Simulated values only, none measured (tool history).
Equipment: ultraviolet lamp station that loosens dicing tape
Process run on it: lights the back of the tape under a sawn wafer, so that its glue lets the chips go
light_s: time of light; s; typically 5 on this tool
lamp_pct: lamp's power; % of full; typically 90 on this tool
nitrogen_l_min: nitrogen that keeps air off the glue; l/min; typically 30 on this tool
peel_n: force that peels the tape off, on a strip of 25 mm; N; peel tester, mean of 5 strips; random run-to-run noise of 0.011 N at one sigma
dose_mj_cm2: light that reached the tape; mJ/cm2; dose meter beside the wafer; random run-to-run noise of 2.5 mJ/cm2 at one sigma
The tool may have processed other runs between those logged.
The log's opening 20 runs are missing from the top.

| run | hour | light_s | lamp_pct | nitrogen_l_min | peel_n | dose_mj_cm2 |
|---|---|---|---|---|---|---|
| 21 | 310.4 | 9 | 77 | 30 | 0.264 | 407 |
| 22 | 325.9 | 9 | 77 | 30 | 0.255 | 403 |
| 23 | 343.7 | 3 | 75 | 37 | 2.386 | 128 |
| 24 | 361.4 | 8 | 66 | 30 | 0.55 | 306 |
| 25 | 381.5 | 6 | 99 | 10 | 0.781 | 343 |
| 26 | 399.4 | 6 | 99 | 10 | 0.774 | 340 |
| 27 | 410.8 | 6 | 99 | 10 | 0.813 | 340 |
| 28 | 423.9 | 6 | 99 | 10 | 0.834 | 336 |
| 29 | 435.9 | 5 | 87 | 30 | 0.875 | 247 |
| 30 | 454.6 | 5 | 66 | 29 | 1.554 | 184 |
| 31 | 466.9 | 3 | 67 | 29 | 3.017 | 112 |
| 32 | 485.9 | 3 | 67 | 29 | 3.033 | 111 |
| 33 | 498.1 | 9 | 86 | 12 | 0.414 | 433 |
| 34 | 511.6 | 9 | 86 | 12 | 0.391 | 430 |
| 35 | 525 | 9 | 86 | 12 | 0.405 | 429 |
| 36 | 542.4 | 3 | 88 | 43 | 2.015 | 146 |

Here are 4 independent what-if runs from the current tool condition. What would each one return?
| A | 556.4 | 5 | 90 | 23 | ? | ? |
| B | 556.4 | 9 | 88 | 43 | ? | ? |
| C | 556.4 | 2 | 96 | 18 | ? | ? |
| D | 556.4 | 2 | 68 | 13 | ? | ? |

| run | peel_n | dose_mj_cm2 |
|---|---|---|
| A | 0.986 | 248 |
| B | 0.189 | 427 |
| C | 3.56 | 109 |
| D | 4.779 | 78 |
The same runs, with their run-to-run variation unchanged, on a tool lacking any hidden condition would have given:
| run | peel_n | dose_mj_cm2 |
|---|---|---|
| A | 0.572 | 316 |
| B | 0.113 | 547 |
| C | 2.804 | 139 |
| D | 4.086 | 98 |
